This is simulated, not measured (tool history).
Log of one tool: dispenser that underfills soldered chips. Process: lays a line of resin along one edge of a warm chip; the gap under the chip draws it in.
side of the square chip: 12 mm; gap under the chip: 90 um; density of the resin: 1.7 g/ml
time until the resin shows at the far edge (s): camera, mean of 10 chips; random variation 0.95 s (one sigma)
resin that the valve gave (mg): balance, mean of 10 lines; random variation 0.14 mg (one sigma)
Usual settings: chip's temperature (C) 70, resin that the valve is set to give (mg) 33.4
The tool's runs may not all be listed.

| run | hour | chip's temperature (C) | resin that the valve is set to give (mg) | time until the resin shows at the far edge (s) | resin that the valve gave (mg) |
|---|---|---|---|---|---|
| 1 | 0 | 70 | 33.4 | 154 | 32.58 |
|  | 5.3 | new syringe of resin |
| 2 | 8.7 | 70 | 33.4 | 110 | 32.59 |
| 3 | 17 | 70 | 37.6 | 155.4 | 36.33 |
|  | 23 | new syringe of resin |
| 4 | 27.2 | 70 | 37.6 | 112.1 | 35.91 |
| 5 | 38 | 70 | 37.6 | 179.1 | 35.61 |
|  | 39.8 | new syringe of resin |
| 6 | 44.6 | 70 | 37.6 | 115.8 | 35.71 |
| 7 | 50.1 | 59 | 37.6 | 223.1 | 35.89 |
|  | 57.1 | new syringe of resin |
| 8 | 59.2 | 59 | 37.6 | 147.7 | 35.53 |
| 9 | 70.5 | 70 | 42.1 | 163.7 | 39.36 |
|  | 73.7 | new syringe of resin |
| 10 | 81.8 | 70 | 42.1 | 130.9 | 39.19 |
|  | 86 | dispensing valve cleaned and set on the balance |
|  | 91.9 | new syringe of resin |
| 11 | 93.3 | 70 | 42.1 | 96.5 | 41.84 |
| 12 | 104.1 | 70 | 42.1 | 156 | 41.81 |
|  | 109 | new syringe of resin |
| 13 | 109.5 | 69 | 33.4 | 100.5 | 32.96 |
| 14 | 121 | 70 | 33.4 | 163.6 | 33.08 |
|  | 125.7 | new syringe of resin |
| 15 | 132.2 | 70 | 33.4 | 125.3 | 32.49 |
| 16 | 139 | 70 | 33.4 | 170.3 | 32.51 |
|  | 142.8 | new syringe of resin |
| 17 | 144.8 | 66 | 35.7 | 118 | 34.88 |
| 18 | 155.5 | 66 | 35.7 | 193.7 | 34.74 |
|  | 160 | new syringe of resin |
| 19 | 165.1 | 71 | 36.6 | 112.6 | 35.17 |
| 20 | 171.8 | 68 | 39.9 | 169.8 | 38.16 |
|  | 177.2 | new syringe of resin |
| 21 | 178.9 | 66 | 34.9 | 117.2 | 33.18 |
| 22 | 188.8 | 59 | 32.2 | 240.1 | 30.89 |
|  | 194.3 | new syringe of resin |
| 23 | 198.5 | 59 | 32.2 | 174.2 | 30.56 |
| 24 | 207.4 | 72 | 38.3 | 157.3 | 36.03 |
|  | 211.3 | new syringe of resin |
| 25 | 212.9 | 68 | 39.4 | 109.4 | 37.05 |
| 26 | 225.1 | 69 | 31.6 | 183.6 | 29.73 |
|  | 228.4 | new syringe of resin |
|  | 229.4 | dispensing valve cleaned and set on the balance |
| 27 | 235.8 | 72 | 29.5 | 120.9 | 29.41 |
|  | 246.4 | new syringe of resin |
| 28 | 248.5 | 75 | 29.5 | 91.4 | 29.38 |
| 29 | 253.8 | 81 | 31.6 | 94.2 | 31.13 |
|  | 263.3 | new syringe of resin |
| 30 | 265.3 | 70 | 28.8 | 108.6 | 28.32 |
| 31 | 277.7 | 72 | 33.4 | 169.5 | 32.47 |
|  | 280.6 | new syringe of resin |
| 32 | 284.1 | 69 | 41.4 | 112.2 | 40.21 |

4 ways to go on from here, each from the tool as it stands after run 32. What would each give?
| A | 289.2 | 60 | 43.2 | ? | ? |
| B | 289.2 | 77 | 39 | ? | ? |
| C | 289.2 | 69 | 42.4 | ? | ? |
| D | 289.2 | 78 | 35.1 | ? | ? |

| run | time until the resin shows at the far edge (s) | resin that the valve gave (mg) |
|---|---|---|
| A | 195.9 | 41.96 |
| B | 108.1 | 37.91 |
| C | 143 | 41.23 |
| D | 106.6 | 34 |
Without the tool's hidden state the same runs would have given:
| run | time until the resin shows at the far edge (s) | resin that the valve gave (mg) |
|---|---|---|
| A | 127.1 | 43.23 |
| B | 70.3 | 39.05 |
| C | 92.8 | 42.48 |
| D | 69.4 | 35.03 |
